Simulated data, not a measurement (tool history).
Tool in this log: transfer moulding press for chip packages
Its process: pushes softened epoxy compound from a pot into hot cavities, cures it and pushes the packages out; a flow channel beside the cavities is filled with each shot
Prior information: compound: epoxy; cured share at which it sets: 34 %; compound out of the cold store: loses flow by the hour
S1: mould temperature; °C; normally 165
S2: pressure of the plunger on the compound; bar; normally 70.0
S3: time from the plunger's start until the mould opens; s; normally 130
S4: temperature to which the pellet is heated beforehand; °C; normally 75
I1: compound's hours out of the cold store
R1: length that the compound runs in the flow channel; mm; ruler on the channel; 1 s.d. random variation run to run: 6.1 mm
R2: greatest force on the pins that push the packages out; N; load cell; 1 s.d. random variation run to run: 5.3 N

run	hour	S1	S2	S3	S4	I1	R1	R2
1	0.0	165	70.0	130	75	19.5	830	307
# hour 11.3: cavities cleaned with cleaning compound and waxed
2	12.5	165	70.0	130	75	45.9	712	311
3	23.2	165	70.0	130	75	23.4	814	346
4	32.4	165	70.0	130	75	12.9	876	340
5	40.8	165	70.0	130	75	11.2	885	336
# hour 45.0: cavities cleaned with cleaning compound and waxed, once more
6	59.2	165	70.0	130	75	33.6	752	217
7	74.2	165	71.8	130	75	15.6	850	249
8	81.0	164	71.8	155	79	45.7	705	232

Run 9 has not been measured yet. What should we expect?
9	91.1	164	71.8	155	79	35.8	?	?

R1: 761 mm
R2: 247 N
If the tool had no hidden condition, the same run with the same run-to-run variation would have returned R1 815 mm, R2 159 N.
